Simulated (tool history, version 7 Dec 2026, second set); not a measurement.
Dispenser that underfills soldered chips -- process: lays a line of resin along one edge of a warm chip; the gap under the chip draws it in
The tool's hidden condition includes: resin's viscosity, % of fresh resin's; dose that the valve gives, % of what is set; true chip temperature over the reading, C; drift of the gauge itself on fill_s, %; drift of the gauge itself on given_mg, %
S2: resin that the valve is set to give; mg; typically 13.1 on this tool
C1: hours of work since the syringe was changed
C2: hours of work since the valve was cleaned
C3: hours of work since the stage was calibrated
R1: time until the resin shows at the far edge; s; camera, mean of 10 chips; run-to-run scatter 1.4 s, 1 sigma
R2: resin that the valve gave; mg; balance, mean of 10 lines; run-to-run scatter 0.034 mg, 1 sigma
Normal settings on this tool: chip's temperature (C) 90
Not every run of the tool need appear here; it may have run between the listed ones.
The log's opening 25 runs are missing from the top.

run 26 hour=109.9 | chip's_temperature_(C)=93 S2=15.7 | C1=6 C2=33 C3=218 | R1=157.0 R2=15.31
run 27 hour=113.1 | chip's_temperature_(C)=93 S2=15.7 | C1=8 C2=35 C3=220 | R1=173.0 R2=15.33
-- hour=116.4 new syringe of resin
run 28 hour=118.1 | chip's_temperature_(C)=93 S2=15.7 | C1=1 C2=38 C3=224 | R1=123.1 R2=15.23
run 29 hour=121.4 | chip's_temperature_(C)=85 S2=14.1 | C1=4 C2=41 C3=226 | R1=179.6 R2=13.61
run 30 hour=125.7 | chip's_temperature_(C)=78 S2=11.7 | C1=7 C2=44 C3=229 | R1=265.7 R2=11.22
run 31 hour=129.6 | chip's_temperature_(C)=78 S2=11.7 | C1=10 C2=47 C3=232 | R1=300.9 R2=11.22
-- hour=130.8 new syringe of resin
run 32 hour=133.9 | chip's_temperature_(C)=78 S2=11.7 | C1=2 C2=50 C3=235 | R1=219.0 R2=11.22
-- hour=139.2 dispensing valve cleaned and set on the balance
run 33 hour=139.2 | chip's_temperature_(C)=96 S2=13.7 | C1=5 C2=0 C3=238 | R1=134.5 R2=13.62
run 34 hour=143.4 | chip's_temperature_(C)=101 S2=14.0 | C1=8 C2=3 C3=241 | R1=134.5 R2=13.92

The next listed run, before its measurement:
-- hour=146.7 new syringe of resin
run 35 hour=149.1 | chip's_temperature_(C)=98 S2=12.2 | C1=2 C2=7 C3=245 | R1=? R2=?

Run 35 produced R1 111.6 s, R2 12.08 mg.
On a tool with no hidden condition, and with the same random variation, this run would have come out at R1 108.3 s, R2 12.18 mg.
